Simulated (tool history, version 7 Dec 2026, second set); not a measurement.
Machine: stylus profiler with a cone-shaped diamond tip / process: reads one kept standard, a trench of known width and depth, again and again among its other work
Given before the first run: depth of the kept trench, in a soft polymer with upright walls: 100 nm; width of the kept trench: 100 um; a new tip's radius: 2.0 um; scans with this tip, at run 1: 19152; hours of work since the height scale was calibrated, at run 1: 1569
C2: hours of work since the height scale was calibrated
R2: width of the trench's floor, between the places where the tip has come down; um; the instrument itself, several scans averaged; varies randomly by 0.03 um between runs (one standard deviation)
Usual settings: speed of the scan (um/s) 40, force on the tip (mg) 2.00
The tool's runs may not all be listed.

Run 1, day 0.000: usual settings; scans with this tip 19152; C2 1569. Result: depth of the trench (Å) 1017.8, R2 97.58 um.
Run 2, day 2.371: usual settings; scans with this tip 19508; C2 1598. Result: depth of the trench (Å) 1019.6, R2 97.55 um.
Run 3, day 4.108: usual settings; scans with this tip 19769; C2 1619. Result: depth of the trench (Å) 1018.9, R2 97.56 um.
Run 4, day 6.092: usual settings; scans with this tip 20067; C2 1644. Result: depth of the trench (Å) 1018.5, R2 97.55 um.
Run 5, day 7.554: usual settings; scans with this tip 20287; C2 1662. Result: depth of the trench (Å) 1019.2, R2 97.51 um.
Run 6, day 9.512: usual settings but speed of the scan (um/s) 39; scans with this tip 20581; C2 1686. Result: depth of the trench (Å) 1020.7, R2 97.50 um.
Run 7, day 11.471: usual settings but speed of the scan (um/s) 39; scans with this tip 20875; C2 1710. Result: depth of the trench (Å) 1020.2, R2 97.51 um.
Run 8, day 13.612: usual settings but speed of the scan (um/s) 151; scans with this tip 21198; C2 1736. Result: depth of the trench (Å) 1020.3, R2 96.67 um.
Run 9, day 15.246: usual settings; scans with this tip 21442; C2 1756. Result: depth of the trench (Å) 1019.1, R2 97.50 um.
At day 15.621: new tip fitted, height scale calibrated.
Run 10, day 17.692: usual settings; scans with this tip 311; C2 25. Result: depth of the trench (Å) 1012.0, R2 98.42 um.
Run 11, day 20.054: usual settings; scans with this tip 666; C2 55. Result: depth of the trench (Å) 1012.4, R2 98.37 um.
Run 12, day 21.104: usual settings but force on the tip (mg) 4.42; scans with this tip 823; C2 67. Result: depth of the trench (Å) 1020.8, R2 98.48 um.
Run 13, day 23.321: usual settings but force on the tip (mg) 4.42; scans with this tip 1156; C2 95. Result: depth of the trench (Å) 1020.1, R2 98.47 um.
Run 14, day 25.450: usual settings but force on the tip (mg) 4.42; scans with this tip 1477; C2 121. Result: depth of the trench (Å) 1021.6, R2 98.43 um.
Run 15, day 27.688: usual settings; scans with this tip 1813; C2 148. Result: depth of the trench (Å) 1013.0, R2 98.37 um.
Run 16, day 29.638: usual settings but speed of the scan (um/s) 15; scans with this tip 2106; C2 172. Result: depth of the trench (Å) 1013.4, R2 98.50 um.
Run 17, day 31.338: usual settings but speed of the scan (um/s) 15; scans with this tip 2361; C2 193. Result: depth of the trench (Å) 1012.1, R2 98.49 um.
Run 18, day 33.779: usual settings; scans with this tip 2728; C2 224. Result: depth of the trench (Å) 1011.1, R2 98.32 um.
Run 19, day 35.017: usual settings; scans with this tip 2914; C2 239. Result: depth of the trench (Å) 1013.0, R2 98.27 um.
Run 20, day 37.158: usual settings; scans with this tip 3236; C2 265. Result: depth of the trench (Å) 1013.3, R2 98.24 um.
Run 21, day 39.004: usual settings; scans with this tip 3514; C2 288. Result: depth of the trench (Å) 1013.3, R2 98.21 um.
Run 22, day 40.783: usual settings; scans with this tip 3781; C2 310. Result: depth of the trench (Å) 1013.0, R2 98.22 um.
Run 23, day 42.171: usual settings; scans with this tip 3990; C2 327. Result: depth of the trench (Å) 1014.4, R2 98.23 um.
Run 24, day 44.575: usual settings but speed of the scan (um/s) 94, force on the tip (mg) 1.34; scans with this tip 4351; C2 356. Result: depth of the trench (Å) 1011.0, R2 97.69 um.
Run 25, day 45.583: usual settings but speed of the scan (um/s) 94, force on the tip (mg) 2.73; scans with this tip 4502; C2 369. Result: depth of the trench (Å) 1015.1, R2 97.96 um.
Run 26, day 46.975: usual settings but speed of the scan (um/s) 13, force on the tip (mg) 2.23; scans with this tip 4711; C2 386. Result: depth of the trench (Å) 1013.2, R2 98.36 um.
Run 27, day 48.546: usual settings but speed of the scan (um/s) 13, force on the tip (mg) 2.23; scans with this tip 4947; C2 405. Result: depth of the trench (Å) 1017.5, R2 98.38 um.
Run 28, day 50.408: usual settings but speed of the scan (um/s) 13, force on the tip (mg) 2.23; scans with this tip 5227; C2 428. Result: depth of the trench (Å) 1013.9, R2 98.31 um.
Run 29, day 52.842: usual settings but speed of the scan (um/s) 13; scans with this tip 5593; C2 458. Result: depth of the trench (Å) 1015.7, R2 98.29 um.
Run 30, day 54.733: usual settings but speed of the scan (um/s) 13; scans with this tip 5877; C2 481. Result: depth of the trench (Å) 1013.9, R2 98.34 um.
Run 31, day 56.925: usual settings but speed of the scan (um/s) 13; scans with this tip 6206; C2 508. Result: depth of the trench (Å) 1014.6, R2 98.28 um.
Run 32, day 58.150: usual settings but speed of the scan (um/s) 13; scans with this tip 6391; C2 523. Result: depth of the trench (Å) 1016.8, R2 98.27 um.
Run 33, day 60.158: usual settings but speed of the scan (um/s) 14, force on the tip (mg) 1.22; scans with this tip 6693; C2 548. Result: depth of the trench (Å) 1012.3, R2 98.18 um.
Run 34, day 62.588: usual settings but speed of the scan (um/s) 112, force on the tip (mg) 0.96; scans with this tip 7058; C2 578. Result: depth of the trench (Å) 1008.7, R2 97.16 um.
Run 35, day 64.862: usual settings but speed of the scan (um/s) 67, force on the tip (mg) 4.30; scans with this tip 7400; C2 606. Result: depth of the trench (Å) 1023.9, R2 98.03 um.
Run 36, day 66.429: usual settings but speed of the scan (um/s) 155, force on the tip (mg) 0.87; scans with this tip 7635; C2 625. Result: depth of the trench (Å) 1011.2, R2 96.62 um.
Run 37, day 68.817: usual settings but speed of the scan (um/s) 155, force on the tip (mg) 0.87; scans with this tip 7993; C2 655. Result: depth of the trench (Å) 1009.8, R2 96.63 um.
Run 38, day 70.700: usual settings but speed of the scan (um/s) 155, force on the tip (mg) 0.87; scans with this tip 8276; C2 678. Result: depth of the trench (Å) 1009.0, R2 96.57 um.
Run 39, day 72.096: usual settings but speed of the scan (um/s) 30, force on the tip (mg) 2.31; scans with this tip 8487; C2 695. Result: depth of the trench (Å) 1016.8, R2 98.11 um.
Run 40, day 74.183: usual settings but speed of the scan (um/s) 80, force on the tip (mg) 3.65; scans with this tip 8800; C2 721. Result: depth of the trench (Å) 1020.2, R2 97.82 um.
Run 41, day 76.421: usual settings but speed of the scan (um/s) 80, force on the tip (mg) 3.65; scans with this tip 9136; C2 748. Result: depth of the trench (Å) 1021.8, R2 97.83 um.
Run 42, day 78.488: usual settings but speed of the scan (um/s) 150, force on the tip (mg) 2.47; scans with this tip 9447; C2 774. Result: depth of the trench (Å) 1016.7, R2 97.26 um.
Run 43, day 79.896: usual settings but force on the tip (mg) 3.34; scans with this tip 9659; C2 791. Result: depth of the trench (Å) 1020.0, R2 98.00 um.
Run 44, day 81.117: usual settings but force on the tip (mg) 3.34; scans with this tip 9842; C2 806. Result: depth of the trench (Å) 1019.2, R2 97.97 um.
Run 45, day 83.233: usual settings but speed of the scan (um/s) 129, force on the tip (mg) 0.84; scans with this tip 10160; C2 832. Result: depth of the trench (Å) 1009.7, R2 96.77 um.
Run 46, day 84.971: usual settings but speed of the scan (um/s) 17, force on the tip (mg) 4.46; scans with this tip 10421; C2 854. Result: depth of the trench (Å) 1024.4, R2 98.10 um.

Consider 4 possible next runs. They are alternatives, not a sequence: every one starts from the tool as it was left by run 46. What does each give?
Run A, day 86.283: usual settings but speed of the scan (um/s) 27, force on the tip (mg) 2.11; scans with this tip 10618; C2 870. Result: depth of the trench (Å) ?, R2 ?.
Run B, day 86.283: usual settings but force on the tip (mg) 3.71; scans with this tip 10618; C2 870. Result: depth of the trench (Å) ?, R2 ?.
Run C, day 86.283: usual settings but force on the tip (mg) 2.41; scans with this tip 10618; C2 870. Result: depth of the trench (Å) ?, R2 ?.
Run D, day 86.283: usual settings but speed of the scan (um/s) 14, force on the tip (mg) 4.46; scans with this tip 10618; C2 870. Result: depth of the trench (Å) ?, R2 ?.

run  depth of the trench (Å)     R2
  A                   1015.9  97.95
  B                   1023.1  97.99
  C                   1016.3  97.90
  D                   1024.5  98.08
With the hidden condition removed and each run's random variation left untouched, the same runs would have given:
run  depth of the trench (Å)     R2
  A                   1011.8  98.53
  B                   1019.0  98.56
  C                   1012.2  98.47
  D                   1020.3  98.65
